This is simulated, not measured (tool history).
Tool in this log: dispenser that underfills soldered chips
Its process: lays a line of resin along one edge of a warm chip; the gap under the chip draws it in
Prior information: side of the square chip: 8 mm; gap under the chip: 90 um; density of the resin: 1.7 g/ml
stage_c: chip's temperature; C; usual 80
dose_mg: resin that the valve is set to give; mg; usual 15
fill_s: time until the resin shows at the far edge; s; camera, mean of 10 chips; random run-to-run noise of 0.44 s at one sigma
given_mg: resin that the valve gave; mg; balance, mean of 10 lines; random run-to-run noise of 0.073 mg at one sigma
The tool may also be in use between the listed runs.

run 1 hour=0 | stage_c=80 dose_mg=15 | fill_s=44 given_mg=15.07
run 2 hour=6.8 | stage_c=80 dose_mg=15 | fill_s=57.8 given_mg=15.02
-- hour=9.9 new syringe of resin
run 3 hour=13.1 | stage_c=80 dose_mg=15 | fill_s=35.6 given_mg=14.92
run 4 hour=17.2 | stage_c=80 dose_mg=15 | fill_s=42 given_mg=14.84
run 5 hour=24.1 | stage_c=80 dose_mg=15 | fill_s=55.5 given_mg=14.68
-- hour=27.5 new syringe of resin
run 6 hour=28.8 | stage_c=80 dose_mg=14.7 | fill_s=35.4 given_mg=14.43
run 7 hour=38.2 | stage_c=80 dose_mg=14.7 | fill_s=50.3 given_mg=14.44
run 8 hour=42.8 | stage_c=80 dose_mg=14.7 | fill_s=62.4 given_mg=14.29
-- hour=44.5 new syringe of resin
run 9 hour=49.9 | stage_c=80 dose_mg=13.9 | fill_s=40.6 given_mg=13.62
run 10 hour=59.4 | stage_c=80 dose_mg=13.9 | fill_s=59.7 given_mg=13.53
-- hour=62.1 new syringe of resin
run 11 hour=64.1 | stage_c=80 dose_mg=13.9 | fill_s=35.9 given_mg=13.46
run 12 hour=71.8 | stage_c=80 dose_mg=13.9 | fill_s=49.4 given_mg=13.41
-- hour=79.1 new syringe of resin
run 13 hour=81.7 | stage_c=80 dose_mg=13.9 | fill_s=37.3 given_mg=13.39
-- hour=85 dispensing valve cleaned and set on the balance
run 14 hour=89.5 | stage_c=80 dose_mg=13.9 | fill_s=48.3 given_mg=13.82
run 15 hour=95.2 | stage_c=80 dose_mg=17.3 | fill_s=57.9 given_mg=17.26
-- hour=97.1 new syringe of resin
run 16 hour=104.7 | stage_c=80 dose_mg=17.3 | fill_s=43.2 given_mg=16.99
run 17 hour=112.7 | stage_c=80 dose_mg=17.3 | fill_s=58.8 given_mg=17.1
-- hour=114.4 new syringe of resin
run 18 hour=117.4 | stage_c=80 dose_mg=17.3 | fill_s=35.2 given_mg=17.03
run 19 hour=125.6 | stage_c=80 dose_mg=17.3 | fill_s=50 given_mg=16.98
-- hour=131.7 new syringe of resin
run 20 hour=135.7 | stage_c=86 dose_mg=14.4 | fill_s=29.8 given_mg=13.99
run 21 hour=141.2 | stage_c=90 dose_mg=19 | fill_s=30.6 given_mg=18.63
run 22 hour=146.4 | stage_c=90 dose_mg=19 | fill_s=37.9 given_mg=18.68
-- hour=148.8 new syringe of resin
run 23 hour=152.6 | stage_c=93 dose_mg=17.8 | fill_s=21 given_mg=17.22
run 24 hour=159.3 | stage_c=72 dose_mg=16.1 | fill_s=68.3 given_mg=15.69
-- hour=166.1 new syringe of resin
run 25 hour=167.9 | stage_c=72 dose_mg=16.1 | fill_s=47.4 given_mg=15.52
run 26 hour=172.7 | stage_c=71 dose_mg=14.3 | fill_s=63.5 given_mg=13.69
-- hour=177.6 dispensing valve cleaned and set on the balance
run 27 hour=178.6 | stage_c=71 dose_mg=14.3 | fill_s=75.7 given_mg=14.32
-- hour=184.6 new syringe of resin
run 28 hour=184.6 | stage_c=71 dose_mg=16.9 | fill_s=46.7 given_mg=16.74
run 29 hour=189.1 | stage_c=80 dose_mg=15 | fill_s=37.7 given_mg=14.81
run 30 hour=196.3 | stage_c=80 dose_mg=15 | fill_s=51.4 given_mg=14.93
-- hour=201.8 new syringe of resin
run 31 hour=205.3 | stage_c=81 dose_mg=18.7 | fill_s=34 given_mg=18.48
run 32 hour=213.4 | stage_c=72 dose_mg=15.1 | fill_s=72.1 given_mg=14.78
-- hour=219.4 new syringe of resin
run 33 hour=219.8 | stage_c=78 dose_mg=18.6 | fill_s=34.5 given_mg=18.26
run 34 hour=226.8 | stage_c=76 dose_mg=19.5 | fill_s=51.6 given_mg=18.95
run 35 hour=233.1 | stage_c=76 dose_mg=19.5 | fill_s=64.2 given_mg=18.9
-- hour=236.8 new syringe of resin
run 36 hour=241.3 | stage_c=76 dose_mg=19.5 | fill_s=42.4 given_mg=18.93
run 37 hour=248.1 | stage_c=76 dose_mg=19.5 | fill_s=55.2 given_mg=18.8

Selected run-to-run steps in fill_s, each split into two signed amounts: the part the tool would show with no hidden state at all (from settings, incoming material and random variation), and the remainder, which goes to the hidden state together with any gauge scatter not common to the measured and the hidden-state-free results:
The hidden state here: resin's viscosity, % of fresh resin's; dose that the valve gives, % of what is set; true chip temperature over the reading, C; drift of the gauge itself on fill_s, %; drift of the gauge itself on given_mg, %.
Run 10 -> 11: new syringe of resin. fill_s -23.8 s: hidden state -24.4, all else +0.6.
Run 23 -> 24: stage_c 93 -> 72, dose_mg 17.8 -> 16.1. fill_s +47.3 s: hidden state +19.9, all else +27.4.
Run 27 -> 28: dose_mg 14.3 -> 16.9, new syringe of resin. fill_s -29 s: hidden state -28, all else -1.
Run 31 -> 32: stage_c 81 -> 72, dose_mg 18.7 -> 15.1. fill_s +38.1 s: hidden state +22.5, all else +15.6.
Run 32 -> 33: stage_c 72 -> 78, dose_mg 15.1 -> 18.6, new syringe of resin. fill_s -37.6 s: hidden state -26.2, all else -11.4.
